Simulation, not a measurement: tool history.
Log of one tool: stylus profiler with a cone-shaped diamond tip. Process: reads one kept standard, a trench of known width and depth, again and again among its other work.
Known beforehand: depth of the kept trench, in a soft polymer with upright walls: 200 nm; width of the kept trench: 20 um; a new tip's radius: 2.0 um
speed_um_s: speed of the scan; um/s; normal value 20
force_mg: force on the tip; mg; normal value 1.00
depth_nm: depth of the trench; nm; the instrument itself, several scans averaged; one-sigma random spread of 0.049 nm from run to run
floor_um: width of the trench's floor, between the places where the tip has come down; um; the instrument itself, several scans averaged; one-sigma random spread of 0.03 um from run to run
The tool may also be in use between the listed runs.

run 1 hour=0.0 | speed_um_s=20 force_mg=1.00 | depth_nm=201.24 floor_um=17.19
run 2 hour=7.7 | speed_um_s=20 force_mg=1.00 | depth_nm=201.40 floor_um=17.13
run 3 hour=20.1 | speed_um_s=20 force_mg=2.72 | depth_nm=203.07 floor_um=17.13
run 4 hour=35.5 | speed_um_s=20 force_mg=2.72 | depth_nm=203.14 floor_um=17.17
run 5 hour=48.4 | speed_um_s=20 force_mg=2.72 | depth_nm=203.09 floor_um=17.18
run 6 hour=58.3 | speed_um_s=20 force_mg=2.72 | depth_nm=203.10 floor_um=17.16
run 7 hour=69.9 | speed_um_s=75 force_mg=2.72 | depth_nm=203.15 floor_um=17.02
run 8 hour=86.6 | speed_um_s=75 force_mg=2.13 | depth_nm=202.53 floor_um=16.97
run 9 hour=104.9 | speed_um_s=20 force_mg=1.00 | depth_nm=201.26 floor_um=17.12
run 10 hour=112.8 | speed_um_s=20 force_mg=1.00 | depth_nm=201.27 floor_um=17.11
run 11 hour=128.6 | speed_um_s=20 force_mg=1.15 | depth_nm=201.58 floor_um=17.08
run 12 hour=137.6 | speed_um_s=20 force_mg=1.15 | depth_nm=201.54 floor_um=17.13
run 13 hour=151.5 | speed_um_s=20 force_mg=1.00 | depth_nm=201.28 floor_um=17.10
run 14 hour=165.6 | speed_um_s=20 force_mg=1.00 | depth_nm=201.24 floor_um=17.08
run 15 hour=174.0 | speed_um_s=20 force_mg=1.00 | depth_nm=201.23 floor_um=17.09
run 16 hour=191.5 | speed_um_s=20 force_mg=1.00 | depth_nm=201.24 floor_um=17.04
run 17 hour=204.0 | speed_um_s=21 force_mg=1.00 | depth_nm=201.15 floor_um=17.05
run 18 hour=212.9 | speed_um_s=21 force_mg=1.00 | depth_nm=201.25 floor_um=17.00
run 19 hour=231.2 | speed_um_s=20 force_mg=2.03 | depth_nm=202.43 floor_um=17.13
run 20 hour=246.9 | speed_um_s=20 force_mg=2.03 | depth_nm=202.36 floor_um=17.08
run 21 hour=260.5 | speed_um_s=20 force_mg=2.03 | depth_nm=202.31 floor_um=17.11
run 22 hour=273.7 | speed_um_s=7 force_mg=1.00 | depth_nm=201.23 floor_um=17.12
run 23 hour=281.4 | speed_um_s=8 force_mg=1.00 | depth_nm=201.23 floor_um=17.07
run 24 hour=290.5 | speed_um_s=8 force_mg=1.00 | depth_nm=201.12 floor_um=17.09
run 25 hour=298.8 | speed_um_s=8 force_mg=1.00 | depth_nm=201.23 floor_um=17.05
run 26 hour=313.3 | speed_um_s=26 force_mg=1.64 | depth_nm=201.95 floor_um=17.07
run 27 hour=329.7 | speed_um_s=26 force_mg=1.64 | depth_nm=202.67 floor_um=18.16
run 28 hour=339.6 | speed_um_s=72 force_mg=2.72 | depth_nm=203.78 floor_um=18.05
run 29 hour=355.6 | speed_um_s=13 force_mg=1.25 | depth_nm=202.26 floor_um=18.17
run 30 hour=363.1 | speed_um_s=6 force_mg=1.00 | depth_nm=201.98 floor_um=18.20
run 31 hour=380.0 | speed_um_s=7 force_mg=1.68 | depth_nm=202.70 floor_um=18.25
run 32 hour=389.2 | speed_um_s=7 force_mg=1.68 | depth_nm=202.77 floor_um=18.23
run 33 hour=397.9 | speed_um_s=11 force_mg=0.59 | depth_nm=201.33 floor_um=18.15
run 34 hour=405.9 | speed_um_s=11 force_mg=0.59 | depth_nm=201.38 floor_um=18.17
run 35 hour=419.0 | speed_um_s=11 force_mg=0.59 | depth_nm=201.42 floor_um=18.13
run 36 hour=431.4 | speed_um_s=23 force_mg=0.40 | depth_nm=201.09 floor_um=17.97
run 37 hour=446.8 | speed_um_s=6 force_mg=0.54 | depth_nm=201.28 floor_um=18.17
run 38 hour=459.8 | speed_um_s=6 force_mg=0.54 | depth_nm=201.30 floor_um=18.10
run 39 hour=473.3 | speed_um_s=69 force_mg=0.69 | depth_nm=201.48 floor_um=17.75

Removed from this log: 1 entry logged between the listed runs. Between which two listed runs does each belong, and how does the tool's hidden state at the listed run before it compare with that at the listed run after it?
Runs 26 to 27: new tip fitted, height scale calibrated (hour 326.0)
  radius of the tip, um: 5.37 -> 1.95; height scale over the true one, %: -0.341 -> 0.042
  the result without the hidden state subtracted from the measured one, depth_nm: -0.69 -> +0.09 nm; floor_um: -1.16 -> +0.02 um

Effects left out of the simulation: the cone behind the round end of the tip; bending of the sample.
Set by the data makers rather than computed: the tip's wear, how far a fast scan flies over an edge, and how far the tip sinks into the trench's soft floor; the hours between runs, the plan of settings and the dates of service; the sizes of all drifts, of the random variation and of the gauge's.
